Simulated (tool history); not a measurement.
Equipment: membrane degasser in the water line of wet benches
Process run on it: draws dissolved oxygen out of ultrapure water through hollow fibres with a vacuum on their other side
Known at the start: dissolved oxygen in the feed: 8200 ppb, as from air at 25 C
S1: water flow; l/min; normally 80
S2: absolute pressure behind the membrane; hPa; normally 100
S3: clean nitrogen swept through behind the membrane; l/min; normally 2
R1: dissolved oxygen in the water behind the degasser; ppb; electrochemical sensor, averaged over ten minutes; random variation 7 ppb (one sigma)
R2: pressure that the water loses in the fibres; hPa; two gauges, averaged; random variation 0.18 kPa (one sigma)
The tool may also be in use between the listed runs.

run	day	S1	S2	S3	R1	R2
1	0	80	100	2	781.2	341.2
2	2.217	80	100	2	781.5	341.2
3	3.788	80	100	2	772.7	335.3
4	7.254	80	161	2	1171.2	340.1
5	9.979	80	100	2	779.2	341.5
6	12.692	80	100	4.07	564.1	337.1
7	15.317	80	100	4.07	564.5	340.6
8	18.371	80	237	2	1626	341.2
9	21.367	80	237	2	1625.4	338.9
10	24.258	80	71	2	593.2	341.8
11	26.488	80	71	2	594.2	342.5
12	29.654	80	71	2	577.2	339.4
13	31.767	80	71	2	589.9	341.1
# day 32.025: vacuum gauge calibrated
14	34.821	105	71	2	799.4	446
15	37.408	105	71	2	789.3	446.7
# day 39.083: vacuum gauge calibrated, once more
16	39.083	105	71	2	752	445.2
17	40.742	86	216	2	1571.5	364.4

Run 18 has not been measured yet. What should we expect?
18	43.592	88	100	2.02	?	?

Run 18 measured R1 840.2 ppb, R2 374.1 hPa.
On a tool with no hidden condition, and with the same random variation, this run would have come out at R1 807.5 ppb, R2 361.4 hPa.

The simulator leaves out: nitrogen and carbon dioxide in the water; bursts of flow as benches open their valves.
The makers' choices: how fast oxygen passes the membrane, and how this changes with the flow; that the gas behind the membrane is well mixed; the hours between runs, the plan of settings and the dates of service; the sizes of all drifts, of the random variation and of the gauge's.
